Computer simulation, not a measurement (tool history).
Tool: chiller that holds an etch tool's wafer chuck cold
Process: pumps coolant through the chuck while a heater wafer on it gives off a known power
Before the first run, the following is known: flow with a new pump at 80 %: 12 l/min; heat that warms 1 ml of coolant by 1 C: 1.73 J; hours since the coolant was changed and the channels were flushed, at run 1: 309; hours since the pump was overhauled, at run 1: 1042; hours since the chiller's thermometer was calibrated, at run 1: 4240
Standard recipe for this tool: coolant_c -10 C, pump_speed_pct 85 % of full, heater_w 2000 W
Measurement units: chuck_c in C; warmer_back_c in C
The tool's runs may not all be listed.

| run | hour | coolant_c | pump_speed_pct | heater_w | hours since the coolant was changed and the channels were flushed | hours since the pump was overhauled | hours since the chiller's thermometer was calibrated | chuck_c | warmer_back_c |
|---|---|---|---|---|---|---|---|---|---|
| 1 | 0 | -10 | 85 | 2000 | 309 | 1042 | 4240 | 4.9 | 5.44 |
| 2 | 33.7 | -10 | 85 | 1140 | 343 | 1075 | 4273 | -1.5 | 3.13 |
| 3 | 48.5 | -10 | 85 | 1140 | 357 | 1090 | 4288 | -1.5 | 3.11 |
| 4 | 82.4 | -10 | 85 | 2000 | 391 | 1124 | 4322 | 5 | 5.41 |
| 5 | 112.3 | -10 | 85 | 2000 | 421 | 1154 | 4352 | 5.2 | 5.41 |
| 6 | 146.4 | -10 | 85 | 1029 | 455 | 1188 | 4386 | -2.3 | 2.82 |
| 7 | 171.8 | -10 | 97 | 1029 | 481 | 1214 | 4411 | -3.2 | 2.51 |
| 8 | 197.5 | -10 | 97 | 1029 | 506 | 1239 | 4437 | -3.2 | 2.46 |
| 9 | 221 | -10 | 97 | 1029 | 530 | 1263 | 4461 | -3 | 2.45 |
| 10 | 247.1 | -10 | 97 | 1029 | 556 | 1289 | 4487 | -3.2 | 2.44 |
| 11 | 280.5 | -10 | 97 | 1029 | 589 | 1322 | 4520 | -3 | 2.48 |

5 options for the next run, each taken on its own from the tool as it stands now. Forecast them:
| A | 304.1 | -10 | 97 | 2000 | 613 | 1346 | 4544 | ? | ? |
| B | 304.1 | -5 | 85 | 1671 | 613 | 1346 | 4544 | ? | ? |
| C | 304.1 | -10 | 85 | 1306 | 613 | 1346 | 4544 | ? | ? |
| D | 304.1 | -10 | 78 | 1927 | 613 | 1346 | 4544 | ? | ? |
| E | 304.1 | -7 | 85 | 1102 | 613 | 1346 | 4544 | ? | ? |

| run | chuck_c | warmer_back_c |
|---|---|---|
| A | 3.2 | 4.82 |
| B | 7.5 | 4.55 |
| C | 0 | 3.59 |
| D | 5.8 | 5.7 |
| E | 1.3 | 2.99 |
Without the tool's unlogged condition, the same runs would have read:
| run | chuck_c | warmer_back_c |
|---|---|---|
| A | 3.2 | 4.82 |
| B | 7.5 | 4.55 |
| C | 0 | 3.59 |
| D | 5.8 | 5.7 |
| E | 1.3 | 2.99 |
